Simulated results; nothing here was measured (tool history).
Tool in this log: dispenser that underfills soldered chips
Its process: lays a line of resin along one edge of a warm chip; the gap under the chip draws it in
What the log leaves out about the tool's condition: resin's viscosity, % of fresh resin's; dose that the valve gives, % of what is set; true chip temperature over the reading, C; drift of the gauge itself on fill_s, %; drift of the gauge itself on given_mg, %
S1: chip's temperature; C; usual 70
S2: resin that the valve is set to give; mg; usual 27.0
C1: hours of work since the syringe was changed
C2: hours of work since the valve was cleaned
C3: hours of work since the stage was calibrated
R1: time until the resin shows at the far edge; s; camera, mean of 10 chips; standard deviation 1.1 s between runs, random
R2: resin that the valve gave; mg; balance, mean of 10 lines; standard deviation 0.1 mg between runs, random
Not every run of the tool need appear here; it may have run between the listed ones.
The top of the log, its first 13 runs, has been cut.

run     day  S1    S2  C1  C2   C3     R1     R2
 14   4.483  62  27.0   6  37  234  207.8  26.52
      4.562  -- new syringe of resin
 15   4.783  62  27.0   3  41  238  185.3  26.48
      4.983  -- dispensing valve cleaned and set on the balance
      5.050  -- new syringe of resin
 16   5.262  70  27.0   3   4  244  129.9  26.79
 17   5.450  70  27.0   6   7  247  150.5  26.76
      5.521  -- new syringe of resin
 18   5.708  59  25.6   3  10  251  210.3  25.40
      5.971  -- new syringe of resin
 19   6.138  63  24.3   2  16  257  178.5  24.01
 20   6.388  79  24.9   6  20  260  105.7  24.47
      6.421  -- new syringe of resin
 21   6.683  63  32.6   4  24  264  179.7  31.87
      6.875  -- new syringe of resin
 22   6.875  63  32.6   0  27  267  143.9  32.03
 23   7.088  64  30.6   3  30  270  164.5  29.92
      7.354  -- new syringe of resin
 24   7.496  64  30.6   2  35  276  157.0  30.03
      7.804  -- new syringe of resin
 25   7.821  64  30.6   0  40  280  145.4  29.80
      8.129  -- dispensing valve cleaned and set on the balance
 26   8.238  62  27.0   6   2  286  207.3  26.78
      8.296  -- new syringe of resin
 27   8.454  63  35.1   2   5  289  164.0  35.03
 28   8.671  61  24.1   5   8  292  230.7  24.03
      8.746  -- new syringe of resin
 29   8.925  65  31.6   3  11  295  154.1  31.47
      9.212  -- new syringe of resin
 30   9.283  72  30.4   1  16  300  103.2  30.13
 31   9.558  72  24.1   5  20  304  136.4  23.83
      9.675  -- new syringe of resin
 32   9.888  72  30.0   3  25  309  115.6  29.58
     10.125  -- new syringe of resin
 33  10.200  72  30.0   1  29  313  104.8  29.51
 34  10.433  72  32.7   4  33  317  123.9  32.03

What if the next run were any one of these 5? Each begins from the tool's condition after run 34:
     10.588  -- new syringe of resin
  A  10.650  84  31.7   1  35  320   ?   ?
     10.588  -- new syringe of resin
  B  10.650  75  32.5   1  35  320   ?   ?
     10.588  -- new syringe of resin
  C  10.650  78  25.8   1  35  320   ?   ?
     10.588  -- new syringe of resin
  D  10.650  77  27.0   1  35  320   ?   ?
     10.588  -- new syringe of resin
  E  10.650  62  22.9   1  35  320   ?   ?

run     R1     R2
  A   61.1  30.83
  B   88.4  31.88
  C   81.4  25.26
  D   83.2  26.37
  E  170.4  22.32
What these runs would have given with no unlogged condition in the tool:
run     R1     R2
  A   58.1  31.48
  B   83.9  32.55
  C   76.9  25.80
  D   78.7  26.93
  E  160.2  22.79
